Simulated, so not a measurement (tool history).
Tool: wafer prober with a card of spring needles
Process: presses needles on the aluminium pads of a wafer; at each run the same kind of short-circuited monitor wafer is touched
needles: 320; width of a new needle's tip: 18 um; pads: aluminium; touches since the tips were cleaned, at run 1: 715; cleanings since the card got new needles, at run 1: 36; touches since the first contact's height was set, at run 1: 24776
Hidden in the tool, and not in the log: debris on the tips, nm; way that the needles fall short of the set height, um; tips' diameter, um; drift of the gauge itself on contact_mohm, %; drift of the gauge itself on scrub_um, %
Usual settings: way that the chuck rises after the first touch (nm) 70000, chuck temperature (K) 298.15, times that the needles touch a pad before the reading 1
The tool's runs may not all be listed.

| run | hour | way that the chuck rises after the first touch (nm) | chuck temperature (K) | times that the needles touch a pad before the reading | touches since the tips were cleaned | cleanings since the card got new needles | touches since the first contact's height was set | resistance of one needle with its contact and lead (mohm) | way that a needle slides on the pad (nm) |
|---|---|---|---|---|---|---|---|---|---|
| 1 | 0 | 70000 | 298.15 | 1 | 715 | 36 | 24776 | 220 | 9350 |
|  | 15 | tips cleaned on abrasive film |
| 2 | 15 | 70000 | 389.15 | 1 | 0 | 37 | 28912 | 231 | 9390 |
|  | 33.1 | tips cleaned on abrasive film |
| 3 | 34.5 | 70000 | 333.15 | 1 | 373 | 38 | 34289 | 226 | 9330 |
|  | 51.1 | tips cleaned on abrasive film |
| 4 | 51.3 | 70000 | 333.15 | 1 | 70 | 39 | 38935 | 216 | 9340 |
| 5 | 63.3 | 70000 | 333.15 | 1 | 3395 | 39 | 42260 | 239 | 9330 |
|  | 69.2 | tips cleaned on abrasive film |
| 6 | 75.8 | 70000 | 298.15 | 1 | 1849 | 40 | 45712 | 225 | 9340 |
|  | 86.8 | tips cleaned on abrasive film |
| 7 | 94.4 | 60000 | 298.15 | 1 | 2096 | 41 | 50838 | 241 | 7970 |
|  | 104.3 | tips cleaned on abrasive film |
| 8 | 104.3 | 60000 | 298.15 | 1 | 0 | 42 | 53568 | 213 | 7950 |
| 9 | 121.3 | 60000 | 298.15 | 1 | 4726 | 42 | 58294 | 253 | 7960 |
|  | 122.6 | tips cleaned on abrasive film |
| 10 | 134.7 | 60000 | 298.15 | 1 | 3352 | 43 | 61979 | 248 | 7900 |
|  | 137.2 | height of the first contact set anew |
|  | 141.1 | tips cleaned on abrasive film |
| 11 | 154.6 | 85000 | 298.15 | 1 | 3736 | 44 | 4780 | 221 | 11450 |
|  | 158.9 | tips cleaned on abrasive film |
| 12 | 164.7 | 85000 | 298.15 | 1 | 1590 | 45 | 7558 | 215 | 11430 |
|  | 177 | tips cleaned on abrasive film |
| 13 | 177 | 70000 | 371.15 | 1 | 0 | 46 | 10948 | 227 | 9410 |
| 14 | 190 | 77000 | 298.15 | 1 | 3626 | 46 | 14574 | 225 | 10380 |
|  | 194.8 | tips cleaned on abrasive film |
| 15 | 208.9 | 77000 | 298.15 | 1 | 3901 | 47 | 19771 | 229 | 10310 |
|  | 212.8 | tips cleaned on abrasive film |
| 16 | 223.1 | 77000 | 298.15 | 1 | 2836 | 48 | 23681 | 225 | 10320 |
|  | 230.3 | tips cleaned on abrasive film |
| 17 | 242.3 | 77000 | 298.15 | 1 | 3312 | 49 | 28983 | 230 | 10290 |
|  | 249.2 | tips cleaned on abrasive film |
| 18 | 254.9 | 51000 | 308.15 | 2 | 1581 | 50 | 32460 | 241 | 6730 |
|  | 267.3 | tips cleaned on abrasive film |
| 19 | 273.3 | 62000 | 334.15 | 2 | 1658 | 51 | 37540 | 231 | 8250 |
| 20 | 282.9 | 80000 | 298.15 | 2 | 4329 | 51 | 40211 | 218 | 10660 |
|  | 285.3 | tips cleaned on abrasive film |
| 21 | 297.7 | 63000 | 337.15 | 2 | 3436 | 52 | 44287 | 234 | 8390 |
|  | 303 | tips cleaned on abrasive film |
| 22 | 313 | 63000 | 337.15 | 2 | 2758 | 53 | 48503 | 241 | 8360 |
|  | 320.8 | tips cleaned on abrasive film |
| 23 | 327.5 | 63000 | 341.15 | 1 | 1857 | 54 | 52513 | 245 | 8340 |
|  | 339.4 | tips cleaned on abrasive film |
| 24 | 346.3 | 63000 | 341.15 | 1 | 1922 | 55 | 57697 | 249 | 8320 |
| 25 | 354.3 | 63000 | 341.15 | 1 | 4146 | 55 | 59921 | 257 | 8280 |
|  | 357.5 | tips cleaned on abrasive film |
|  | 364.4 | height of the first contact set anew |
| 26 | 373.6 | 63000 | 341.15 | 1 | 4387 | 56 | 2547 | 254 | 8510 |
|  | 375.8 | tips cleaned on abrasive film |
| 27 | 391 | 86000 | 341.15 | 2 | 4217 | 57 | 7347 | 225 | 11600 |
|  | 393.6 | tips cleaned on abrasive film |
| 28 | 405.3 | 54000 | 348.15 | 2 | 3246 | 58 | 11303 | 248 | 7250 |
|  | 412.2 | tips cleaned on abrasive film |
| 29 | 417.1 | 54000 | 372.15 | 1 | 1367 | 59 | 14543 | 265 | 7180 |
|  | 430.3 | tips cleaned on abrasive film |
| 30 | 430.3 | 70000 | 319.15 | 2 | 0 | 60 | 18187 | 210 | 9430 |
| 31 | 441.9 | 70000 | 300.15 | 2 | 3219 | 60 | 21406 | 225 | 9390 |
|  | 448.8 | tips cleaned on abrasive film |
| 32 | 459.9 | 70000 | 312.15 | 2 | 3073 | 61 | 26364 | 227 | 9390 |
|  | 466.7 | tips cleaned on abrasive film |
| 33 | 476.3 | 70000 | 312.15 | 2 | 2665 | 62 | 30894 | 223 | 9360 |

The same runs without the tool's hidden state, with the same run-to-run variation:
| run | resistance of one needle with its contact and lead (mohm) | way that a needle slides on the pad (nm) |
|---|---|---|
| 1 | 204 | 9410 |
| 2 | 226 | 9470 |
| 3 | 215 | 9430 |
| 4 | 211 | 9450 |
| 5 | 210 | 9440 |
| 6 | 200 | 9470 |
| 7 | 206 | 8120 |
| 8 | 208 | 8130 |
| 9 | 207 | 8130 |
| 10 | 206 | 8090 |
| 11 | 199 | 11460 |
| 12 | 199 | 11460 |
| 13 | 221 | 9450 |
| 14 | 198 | 10420 |
| 15 | 201 | 10370 |
| 16 | 199 | 10390 |
| 17 | 202 | 10390 |
| 18 | 214 | 6840 |
| 19 | 213 | 8370 |
| 20 | 201 | 10780 |
| 21 | 210 | 8530 |
| 22 | 218 | 8520 |
| 23 | 213 | 8510 |
| 24 | 218 | 8500 |
| 25 | 216 | 8470 |
| 26 | 215 | 8510 |
| 27 | 210 | 11610 |
| 28 | 218 | 7280 |
| 29 | 229 | 7230 |
| 30 | 205 | 9490 |
| 31 | 204 | 9460 |
| 32 | 207 | 9460 |
| 33 | 203 | 9450 |

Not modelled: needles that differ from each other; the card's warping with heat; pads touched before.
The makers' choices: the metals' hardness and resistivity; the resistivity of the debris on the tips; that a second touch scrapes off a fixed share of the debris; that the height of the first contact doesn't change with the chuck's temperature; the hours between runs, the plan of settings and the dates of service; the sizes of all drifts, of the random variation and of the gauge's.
